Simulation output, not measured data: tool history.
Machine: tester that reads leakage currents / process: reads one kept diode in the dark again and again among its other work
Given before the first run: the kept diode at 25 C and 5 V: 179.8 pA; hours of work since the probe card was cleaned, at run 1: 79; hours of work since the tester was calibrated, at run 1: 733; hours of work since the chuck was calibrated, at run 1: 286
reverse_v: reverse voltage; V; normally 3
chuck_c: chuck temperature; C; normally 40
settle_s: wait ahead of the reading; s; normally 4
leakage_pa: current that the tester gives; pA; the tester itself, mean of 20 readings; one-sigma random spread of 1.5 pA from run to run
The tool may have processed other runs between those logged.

| run | hour | reverse_v | chuck_c | settle_s | hours of work since the probe card was cleaned | hours of work since the tester was calibrated | hours of work since the chuck was calibrated | leakage_pa |
|---|---|---|---|---|---|---|---|---|
| 1 | 0 | 3 | 40 | 4 | 79 | 733 | 286 | 508.38 |
| 2 | 76.6 | 3 | 28 | 4 | 128 | 782 | 335 | 191.11 |
| 3 | 158.9 | 3 | 28 | 4 | 181 | 834 | 388 | 193.1 |
| 4 | 247.5 | 3 | 28 | 4 | 237 | 891 | 445 | 194.38 |
| 5 | 350.7 | 3 | 28 | 4 | 304 | 957 | 511 | 197.76 |
| 6 | 455.4 | 3 | 28 | 4 | 371 | 1024 | 578 | 199.44 |
| 7 | 573.5 | 3 | 28 | 4 | 446 | 1100 | 654 | 202.46 |
| 8 | 629.6 | 3 | 28 | 4 | 482 | 1136 | 690 | 203.72 |
| 9 | 714 | 3 | 45 | 4 | 536 | 1190 | 744 | 809.57 |
| 10 | 829.1 | 3 | 40 | 4 | 610 | 1264 | 817 | 558.38 |
| 11 | 912.8 | 3 | 40 | 4 | 664 | 1318 | 871 | 559.76 |
| 12 | 1034.3 | 3 | 40 | 4 | 742 | 1396 | 949 | 567.69 |
|  | 1074.6 | chuck's temperature calibrated |
| 13 | 1135.6 | 3 | 40 | 4 | 805 | 1459 | 39 | 595.31 |
| 14 | 1224.6 | 3 | 26 | 4 | 862 | 1516 | 96 | 192.39 |
| 15 | 1318.7 | 3 | 26 | 4 | 923 | 1576 | 156 | 194.56 |
| 16 | 1401.8 | 3 | 33 | 4 | 976 | 1630 | 210 | 351.48 |
| 17 | 1496 | 6.12 | 33 | 4 | 1036 | 1690 | 270 | 503.15 |
|  | 1540 | chuck's temperature calibrated, once more |
| 18 | 1549 | 3 | 40 | 4 | 1069 | 1723 | 6 | 494.06 |
| 19 | 1647.5 | 3 | 40 | 4 | 1132 | 1786 | 69 | 497.97 |
| 20 | 1758.7 | 3 | 40 | 4 | 1203 | 1857 | 140 | 505.61 |
| 21 | 1808.8 | 1.51 | 23 | 0.58 | 1235 | 1889 | 172 | 88.86 |
| 22 | 1899.2 | 5.16 | 23 | 7.76 | 1293 | 1947 | 230 | 165.55 |
| 23 | 2001.5 | 6.87 | 49 | 4.31 | 1359 | 2013 | 296 | 1563.16 |
| 24 | 2104 | 6.87 | 49 | 4.31 | 1425 | 2078 | 361 | 1575.06 |
| 25 | 2205.7 | 6.87 | 49 | 4.31 | 1490 | 2144 | 427 | 1585.78 |
| 26 | 2277.7 | 6.87 | 49 | 4.31 | 1536 | 2190 | 473 | 1608.67 |
| 27 | 2351.2 | 6.87 | 49 | 4.31 | 1583 | 2237 | 520 | 1629.1 |
| 28 | 2438.3 | 10.04 | 21 | 4.31 | 1639 | 2293 | 576 | 211.44 |
| 29 | 2493.4 | 10.04 | 21 | 4.31 | 1674 | 2328 | 611 | 210.83 |
| 30 | 2603.9 | 10.04 | 21 | 4.31 | 1745 | 2399 | 682 | 214.48 |
| 31 | 2682.4 | 1.05 | 40 | 2.22 | 1795 | 2449 | 732 | 330.95 |
| 32 | 2784.8 | 1.05 | 40 | 2.22 | 1861 | 2515 | 798 | 334.66 |
| 33 | 2898.7 | 1.05 | 40 | 2.22 | 1934 | 2588 | 871 | 338 |
| 34 | 2952.5 | 7.29 | 55 | 2.22 | 1968 | 2622 | 905 | 2738.13 |
|  | 3009.3 | tester calibrated |
|  | 3053.5 | chuck's temperature calibrated |
| 35 | 3054.1 | 1.66 | 40 | 2.95 | 2031 | 27 | 0 | 372.67 |

What will run 36 give?
| 36 | 3160.5 | 3 | 28 | 4 | 2099 | 96 | 69 | ? |

leakage_pa: 190.66 pA
On a tool with no hidden condition, and with the same random variation, this run would have come out at leakage_pa 181.92 pA.
